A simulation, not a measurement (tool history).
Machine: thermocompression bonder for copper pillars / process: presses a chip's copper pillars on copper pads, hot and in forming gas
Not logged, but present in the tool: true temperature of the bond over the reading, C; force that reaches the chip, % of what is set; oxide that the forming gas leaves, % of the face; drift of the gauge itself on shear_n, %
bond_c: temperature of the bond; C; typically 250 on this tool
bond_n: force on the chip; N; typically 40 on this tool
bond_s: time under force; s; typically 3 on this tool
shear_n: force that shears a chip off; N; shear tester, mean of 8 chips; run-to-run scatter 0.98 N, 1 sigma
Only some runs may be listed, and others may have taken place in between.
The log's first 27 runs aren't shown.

run   hour  bond_c  bond_n  bond_s  hours of work since the heater was calibrated  hours of work since the force cell was calibrated  hours of work since the gas filter was changed  shear_n
 28  337.2     245      49       3                                            878                                                102                                              94     82.7
 29  349.3     242      40       3                                            887                                                111                                             103     76.4
 30  365.6     273      40       3                                            899                                                123                                             115     92.7
     381.6  -- forming gas filter changed
 31  382.7     273      40       3                                            911                                                135                                               1    104.5
 32  392.1     252      35       2                                            918                                                142                                               8     79.7
 33  406.8     252      35       2                                            929                                                153                                              19     78.3
 34  418.9     234      35       2                                            938                                                162                                              28     62.4
 35  432.3     234      27       4                                            948                                                172                                              38     67.4
 36  441.9     247      41       6                                            955                                                179                                              45     97.1
 37  457.2     254      46       3                                            967                                                191                                              56     92.9
 38  466.9     261      46       3                                            974                                                198                                              63     95.6
 39  474.8     236      46       6                                            980                                                204                                              69     91.4
 40  488.1     266      40       3                                            990                                                214                                              79     94.0
 41  498.3     266      38       3                                            997                                                221                                              86     92.6

Each row is a separate what-if for the run after 41, all from the same tool condition, not one after another. Results?
  A  513.6     259      39       3                                           1008                                                232                                              98        ?
  B  513.6     269      40       3                                           1008                                                232                                              98        ?
  C  513.6     250      38       3                                           1008                                                232                                              98        ?

run  shear_n
  A     88.6
  B     94.2
  C     81.0
With no hidden state in the tool, these same runs would have given:
run  shear_n
  A     90.2
  B     97.6
  C     81.0
